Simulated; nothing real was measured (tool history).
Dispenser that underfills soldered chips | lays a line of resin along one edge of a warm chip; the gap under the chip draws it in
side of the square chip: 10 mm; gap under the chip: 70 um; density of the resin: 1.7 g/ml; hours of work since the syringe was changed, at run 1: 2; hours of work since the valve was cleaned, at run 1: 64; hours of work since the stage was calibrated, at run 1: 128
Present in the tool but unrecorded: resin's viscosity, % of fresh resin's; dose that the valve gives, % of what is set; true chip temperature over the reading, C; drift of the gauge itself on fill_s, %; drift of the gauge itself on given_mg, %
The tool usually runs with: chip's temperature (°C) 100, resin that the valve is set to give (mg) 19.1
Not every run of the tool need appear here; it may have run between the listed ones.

| run | hour | chip's temperature (°C) | resin that the valve is set to give (mg) | hours of work since the syringe was changed | hours of work since the valve was cleaned | hours of work since the stage was calibrated | time until the resin shows at the far edge (s) | resin that the valve gave (mg) |
|---|---|---|---|---|---|---|---|---|
| 1 | 0.0 | 100 | 19.1 | 2 | 64 | 128 | 92.9 | 18.64 |
|  | 7.1 | new syringe of resin |
| 2 | 7.9 | 110 | 19.1 | 1 | 70 | 135 | 62.7 | 18.61 |
| 3 | 11.3 | 100 | 19.1 | 3 | 73 | 137 | 100.3 | 18.61 |
|  | 16.8 | new syringe of resin |
| 4 | 18.0 | 100 | 19.1 | 1 | 78 | 142 | 84.1 | 18.68 |
| 5 | 23.1 | 100 | 19.1 | 5 | 82 | 146 | 118.7 | 18.46 |
|  | 26.4 | new syringe of resin |
| 6 | 31.2 | 100 | 19.1 | 4 | 88 | 153 | 105.6 | 18.44 |
| 7 | 34.7 | 100 | 19.2 | 7 | 91 | 155 | 131.1 | 18.44 |
|  | 36.1 | new syringe of resin |
| 8 | 42.1 | 100 | 19.1 | 5 | 96 | 161 | 115.6 | 18.27 |
|  | 45.6 | new syringe of resin |
| 9 | 50.2 | 100 | 19.1 | 4 | 103 | 167 | 105.2 | 18.36 |
|  | 55.4 | new syringe of resin |
| 10 | 56.3 | 100 | 19.1 | 1 | 107 | 172 | 82.7 | 18.29 |
| 11 | 60.8 | 104 | 19.1 | 4 | 111 | 176 | 97.7 | 18.41 |
|  | 64.8 | new syringe of resin |
| 12 | 66.1 | 95 | 18.8 | 1 | 115 | 180 | 96.7 | 17.92 |
| 13 | 69.7 | 97 | 23.7 | 4 | 118 | 182 | 112.8 | 22.73 |
| 14 | 73.3 | 97 | 23.7 | 7 | 121 | 185 | 143.5 | 22.66 |
|  | 74.6 | new syringe of resin |
|  | 79.6 | dispensing valve cleaned and set on the balance |
| 15 | 80.1 | 87 | 17.2 | 4 | 0 | 190 | 148.9 | 17.05 |
| 16 | 83.7 | 87 | 17.2 | 6 | 3 | 193 | 184.9 | 17.21 |
|  | 85.0 | new syringe of resin |
| 17 | 92.0 | 87 | 17.2 | 6 | 10 | 199 | 175.7 | 17.06 |
|  | 94.7 | new syringe of resin |
| 18 | 99.4 | 107 | 23.0 | 4 | 15 | 205 | 88.2 | 22.78 |
| 19 | 102.6 | 100 | 22.1 | 6 | 18 | 207 | 127.7 | 21.81 |
|  | 104.6 | new syringe of resin |
| 20 | 106.6 | 99 | 24.4 | 2 | 21 | 210 | 90.1 | 24.21 |
| 21 | 113.5 | 99 | 24.4 | 7 | 26 | 216 | 140.0 | 24.21 |

Each row is a separate what-if for the run after 21, all from the same tool condition, not one after another. Results?
|  | 114.3 | new syringe of resin |
| A | 120.0 | 86 | 24.0 | 5 | 31 | 221 | ? | ? |
|  | 114.3 | new syringe of resin |
| B | 120.0 | 106 | 24.0 | 5 | 31 | 221 | ? | ? |
|  | 114.3 | new syringe of resin |
| C | 120.0 | 109 | 18.5 | 5 | 31 | 221 | ? | ? |
|  | 114.3 | new syringe of resin |
| D | 120.0 | 96 | 19.2 | 5 | 31 | 221 | ? | ? |

| run | time until the resin shows at the far edge (s) | resin that the valve gave (mg) |
|---|---|---|
| A | 157.5 | 23.61 |
| B | 94.0 | 23.69 |
| C | 88.2 | 18.20 |
| D | 121.9 | 19.10 |
Without the tool's unlogged condition, the same runs would have read:
| run | time until the resin shows at the far edge (s) | resin that the valve gave (mg) |
|---|---|---|
| A | 111.0 | 23.89 |
| B | 66.1 | 23.96 |
| C | 61.9 | 18.41 |
| D | 85.7 | 19.32 |
